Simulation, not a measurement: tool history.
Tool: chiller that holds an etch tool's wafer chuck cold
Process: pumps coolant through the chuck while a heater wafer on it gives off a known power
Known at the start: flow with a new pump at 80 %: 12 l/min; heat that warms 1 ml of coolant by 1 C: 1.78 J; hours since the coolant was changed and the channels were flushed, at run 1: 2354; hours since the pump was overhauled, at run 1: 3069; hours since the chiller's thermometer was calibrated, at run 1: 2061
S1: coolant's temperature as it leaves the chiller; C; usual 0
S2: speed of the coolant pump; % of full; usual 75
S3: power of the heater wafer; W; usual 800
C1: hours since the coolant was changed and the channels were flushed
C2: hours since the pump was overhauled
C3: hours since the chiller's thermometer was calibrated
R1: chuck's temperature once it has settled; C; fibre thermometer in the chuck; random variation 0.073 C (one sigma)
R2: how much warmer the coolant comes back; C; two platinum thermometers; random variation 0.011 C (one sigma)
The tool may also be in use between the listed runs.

run,hour,S1,S2,S3,C1,C2,C3,R1,R2
1,0.0,0,75,800,2354,3069,2061,5.68,2.55
2,123.8,0,75,800,2477,3193,2185,5.76,2.53
3,231.3,0,75,720,2585,3300,2292,5.13,2.28
4,320.6,0,75,720,2674,3390,2382,5.16,2.28
5,439.5,0,75,720,2793,3508,2500,5.31,2.29
6,546.8,0,75,720,2900,3616,2608,5.26,2.29
7,603.8,0,75,800,2957,3673,2665,6.04,2.55
8,680.7,0,79,800,3034,3750,2742,5.69,2.43
9,776.2,0,75,670,3130,3845,2837,4.69,2.15
# hour 801.8: coolant pump overhauled
10,900.2,0,75,670,3249,98,2956,4.62,2.04
# hour 907.2: chiller's thermometer calibrated
11,997.3,0,75,670,3345,194,90,4.37,2.02
12,1053.7,-7,75,800,3401,251,146,-1.69,2.42
13,1120.4,0,62,800,3468,318,213,6.25,2.98
14,1179.1,0,75,846,3527,376,272,5.67,2.55
15,1237.0,0,81,846,3585,434,330,5.37,2.37
# hour 1274.7: chiller's thermometer calibrated, once more
16,1342.3,0,81,846,3689,538,68,6.48,2.37
17,1420.8,-6,99,1164,3767,617,146,2.06,2.59
18,1518.0,-1,93,650,3865,714,243,3.61,1.55
19,1591.7,8,83,528,3938,788,317,12.09,1.44
20,1649.8,0,75,861,3996,846,375,7.07,2.63
21,1745.6,0,75,861,4092,942,471,7.22,2.62
22,1866.8,0,68,649,4213,1063,592,5.74,2.22
23,1954.8,-10,93,601,4301,1151,680,-5.62,1.45
24,2085.8,4,60,1073,4432,1282,811,14.43,4.23
25,2174.9,-8,75,980,4521,1371,900,0.31,3.00
# hour 2206.8: coolant changed, channels flushed
26,2261.2,0,70,980,54,1451,980,6.82,3.26
27,2361.0,0,70,980,154,1551,1080,6.91,3.29
28,2454.5,0,89,748,248,1645,1174,4.55,1.93
29,2562.7,5,69,566,356,1753,1282,8.84,1.93
30,2635.8,0,68,664,429,1826,1355,4.63,2.32
31,2768.2,0,68,664,561,1958,1488,4.70,2.31

Forecast each of these 5 alternatives for the next run:
A,2853.9,3,80,413,647,2044,1573,?,?
B,2853.9,-4,100,650,647,2044,1573,?,?
C,2853.9,6,79,1122,647,2044,1573,?,?
D,2853.9,-8,68,664,647,2044,1573,?,?
E,2853.9,4,92,877,647,2044,1573,?,?

run,R1,R2
A,5.43,1.20
B,-0.48,1.47
C,13.36,3.31
D,-3.22,2.30
E,9.12,2.18
Without the tool's hidden state the same runs would have given:
run,R1,R2
A,5.71,1.16
B,-0.24,1.43
C,13.41,3.21
D,-3.04,2.23
E,9.28,2.11
